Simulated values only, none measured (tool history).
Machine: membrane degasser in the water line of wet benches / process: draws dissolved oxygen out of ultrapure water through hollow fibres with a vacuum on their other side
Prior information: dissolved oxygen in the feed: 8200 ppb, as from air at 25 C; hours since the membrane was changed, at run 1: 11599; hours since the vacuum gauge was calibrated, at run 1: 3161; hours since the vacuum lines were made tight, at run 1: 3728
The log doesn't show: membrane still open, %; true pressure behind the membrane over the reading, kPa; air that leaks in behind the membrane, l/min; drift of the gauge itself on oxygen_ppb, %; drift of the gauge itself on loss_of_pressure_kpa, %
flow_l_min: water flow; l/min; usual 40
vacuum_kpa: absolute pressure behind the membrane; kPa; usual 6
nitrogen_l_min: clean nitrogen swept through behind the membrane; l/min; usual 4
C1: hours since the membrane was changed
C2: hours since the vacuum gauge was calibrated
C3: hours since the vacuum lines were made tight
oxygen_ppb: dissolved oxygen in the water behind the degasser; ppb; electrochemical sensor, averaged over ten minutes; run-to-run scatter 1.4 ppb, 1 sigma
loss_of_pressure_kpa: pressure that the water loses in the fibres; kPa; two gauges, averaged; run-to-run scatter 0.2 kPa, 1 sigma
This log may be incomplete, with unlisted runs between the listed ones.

Run 1, hour 0: usual settings; C1 11599; C2 3161; C3 3728. Result: oxygen_ppb 165.7 ppb, loss_of_pressure_kpa 48.63 kPa.
Run 2, hour 139.9: usual settings but nitrogen_l_min 2.58 l/min; C1 11739; C2 3301; C3 3868. Result: oxygen_ppb 201 ppb, loss_of_pressure_kpa 48.76 kPa.
Run 3, hour 384.8: usual settings but nitrogen_l_min 2.58 l/min; C1 11984; C2 3546; C3 4113. Result: oxygen_ppb 205.8 ppb, loss_of_pressure_kpa 48.85 kPa.
Run 4, hour 533: usual settings but nitrogen_l_min 2.58 l/min; C1 12132; C2 3694; C3 4261. Result: oxygen_ppb 204 ppb, loss_of_pressure_kpa 48.7 kPa.
Run 5, hour 825: usual settings but nitrogen_l_min 2.58 l/min; C1 12424; C2 3986; C3 4553. Result: oxygen_ppb 208.1 ppb, loss_of_pressure_kpa 48.96 kPa.
Run 6, hour 1007.3: usual settings but vacuum_kpa 4.15 kPa; C1 12607; C2 4168; C3 4735. Result: oxygen_ppb 126.4 ppb, loss_of_pressure_kpa 48.78 kPa.
Run 7, hour 1298.9: usual settings but vacuum_kpa 4.15 kPa; C1 12898; C2 4460; C3 5027. Result: oxygen_ppb 127.2 ppb, loss_of_pressure_kpa 49.38 kPa.
Run 8, hour 1582.9: usual settings but vacuum_kpa 5.98 kPa; C1 13182; C2 4744; C3 5311. Result: oxygen_ppb 168 ppb, loss_of_pressure_kpa 49.07 kPa.
At hour 1608.9: vacuum gauge calibrated.
Run 9, hour 1876.7: usual settings but vacuum_kpa 5.98 kPa, nitrogen_l_min 3.15 l/min; C1 13476; C2 268; C3 5604. Result: oxygen_ppb 193.5 ppb, loss_of_pressure_kpa 49 kPa.
Run 10, hour 2022.1: usual settings but vacuum_kpa 6.89 kPa, nitrogen_l_min 3.15 l/min; C1 13621; C2 413; C3 5749. Result: oxygen_ppb 217.9 ppb, loss_of_pressure_kpa 49.14 kPa.
At hour 2181.5: vacuum gauge calibrated, once more.
Run 11, hour 2240.7: usual settings but vacuum_kpa 6.89 kPa, nitrogen_l_min 3.15 l/min; C1 13839; C2 59; C3 5968. Result: oxygen_ppb 205.2 ppb, loss_of_pressure_kpa 49.05 kPa.
Run 12, hour 2367.1: usual settings but flow_l_min 37 l/min, vacuum_kpa 6.89 kPa, nitrogen_l_min 3.15 l/min; C1 13966; C2 186; C3 6094. Result: oxygen_ppb 191.2 ppb, loss_of_pressure_kpa 45.55 kPa.
Run 13, hour 2559.6: usual settings but flow_l_min 39 l/min, vacuum_kpa 5.69 kPa; C1 14158; C2 378; C3 6287. Result: oxygen_ppb 155.5 ppb, loss_of_pressure_kpa 48.08 kPa.
Run 14, hour 2770.8: usual settings but flow_l_min 39 l/min, vacuum_kpa 5.69 kPa; C1 14369; C2 589; C3 6498. Result: oxygen_ppb 156.4 ppb, loss_of_pressure_kpa 47.78 kPa.
Run 15, hour 3015.4: usual settings but nitrogen_l_min 2.25 l/min; C1 14614; C2 834; C3 6742. Result: oxygen_ppb 211.1 ppb, loss_of_pressure_kpa 49.3 kPa.
Run 16, hour 3276.9: usual settings but nitrogen_l_min 2.25 l/min; C1 14875; C2 1095; C3 7004. Result: oxygen_ppb 211.8 ppb, loss_of_pressure_kpa 49.15 kPa.
Run 17, hour 3545.5: usual settings but flow_l_min 26 l/min, nitrogen_l_min 3.79 l/min; C1 15144; C2 1364; C3 7272. Result: oxygen_ppb 101.8 ppb, loss_of_pressure_kpa 32.03 kPa.

Predict each of these 5 candidate next runs independently; none follows another, all start after run 17:
Run A, hour 3790.3: usual settings but flow_l_min 41 l/min, vacuum_kpa 10.15 kPa, nitrogen_l_min 3.41 l/min; C1 15389; C2 1609; C3 7517. Result: oxygen_ppb ?, loss_of_pressure_kpa ?.
Run B, hour 3790.3: usual settings but flow_l_min 26 l/min, nitrogen_l_min 2.05 l/min; C1 15389; C2 1609; C3 7517. Result: oxygen_ppb ?, loss_of_pressure_kpa ?.
Run C, hour 3790.3: usual settings but flow_l_min 30 l/min, vacuum_kpa 11.78 kPa, nitrogen_l_min 3.13 l/min; C1 15389; C2 1609; C3 7517. Result: oxygen_ppb ?, loss_of_pressure_kpa ?.
Run D, hour 3790.3: usual settings but flow_l_min 26 l/min, vacuum_kpa 6.24 kPa, nitrogen_l_min 4.37 l/min; C1 15389; C2 1609; C3 7517. Result: oxygen_ppb ?, loss_of_pressure_kpa ?.
Run E, hour 3790.3: usual settings but flow_l_min 58 l/min, vacuum_kpa 4.35 kPa, nitrogen_l_min 3.79 l/min; C1 15389; C2 1609; C3 7517. Result: oxygen_ppb ?, loss_of_pressure_kpa ?.

run  oxygen_ppb  loss_of_pressure_kpa
  A       292.2                 51.03
  B       140.8                  32.4
  C       257.4                 37.04
  D       101.1                 32.19
  E       206.2                 71.83
Without the tool's unlogged condition, the same runs would have read:
run  oxygen_ppb  loss_of_pressure_kpa
  A       260.6                 47.37
  B       120.3                 30.07
  C       234.1                 34.36
  D        81.7                 29.87
  E       160.9                 66.64
